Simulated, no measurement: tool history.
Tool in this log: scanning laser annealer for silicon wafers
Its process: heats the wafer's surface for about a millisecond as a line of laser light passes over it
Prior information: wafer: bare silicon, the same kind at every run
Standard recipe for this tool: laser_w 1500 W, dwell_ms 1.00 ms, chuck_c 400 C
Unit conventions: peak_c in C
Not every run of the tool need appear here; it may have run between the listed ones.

run	hour	laser_w	dwell_ms	chuck_c	peak_c
1	0.0	1500	1.00	400	1231
2	46.7	1500	1.00	400	1227
3	70.7	1500	1.00	400	1225
4	98.4	1320	1.00	400	1116
5	128.9	1320	1.00	400	1113
6	176.5	1320	0.90	400	1069
7	220.0	1500	0.75	400	1101
8	258.6	1500	1.00	400	1219
9	306.6	1500	1.00	400	1217
10	353.7	1500	1.00	400	1220
11	393.8	1500	1.00	400	1213
12	436.8	1500	1.00	400	1214
13	478.9	1500	1.00	400	1212
14	522.9	1500	1.00	400	1209
15	573.2	1500	1.00	400	1207
16	612.2	1500	1.00	438	1245
# hour 618.7: laser's power meter calibrated
17	653.1	1439	1.00	400	1171
18	694.6	1500	1.00	400	1206
# hour 720.6: laser's power meter calibrated, once more
19	722.3	1500	1.00	410	1214
20	751.7	1500	1.00	400	1203
21	787.1	1500	0.99	402	1198
22	817.8	1500	0.72	400	1064
23	854.6	1500	1.15	373	1235
24	897.4	1322	1.21	400	1168
25	923.9	1407	0.84	400	1076
26	963.5	1432	0.88	399	1101
27	989.9	1525	0.88	400	1152
28	1036.4	1433	0.88	400	1100
29	1071.1	1504	0.95	400	1168
30	1101.7	1504	0.95	400	1171
31	1147.7	1504	0.95	400	1168
32	1185.7	1504	0.95	400	1170
33	1216.4	1504	0.95	400	1169
34	1254.1	1406	0.90	382	1070
35	1293.3	1406	0.90	382	1069
# hour 1315.3: window over the wafer cleaned
36	1321.6	1406	0.90	382	1114
# hour 1370.2: optics aligned, line set to its width
37	1377.3	1620	0.90	416	1284
38	1429.1	1500	1.00	392	1233
39	1471.5	1434	0.95	361	1138
40	1512.8	1313	1.03	435	1169

Some steps in peak_c, run to run, broken into two amounts with sign: the step expected even without the hidden condition (settings, incoming material, random variation), and the rest, left for the hidden condition together with whatever gauge scatter is not in both the measured and the hidden-condition-free result:
The tool's hidden condition here consists of: light that passes the window, % of a clean one's; laser's true power over the reading, %; width of the line over the set one, %; drift of the gauge itself on peak_c, C.
Run 21 -> 22: dwell_ms 0.99 -> 0.72, chuck_c 402 -> 400. peak_c -134 C: hidden state +5, all else -139.
Run 22 -> 23: dwell_ms 0.72 -> 1.15, chuck_c 400 -> 373. peak_c +171 C: hidden state -11, all else +182.
Run 35 -> 36: window over the wafer cleaned. peak_c +45 C: hidden state +41, all else +4.
Run 36 -> 37: laser_w 1406 -> 1620, chuck_c 382 -> 416, optics aligned, line set to its width. peak_c +170 C: hidden state +9, all else +161.
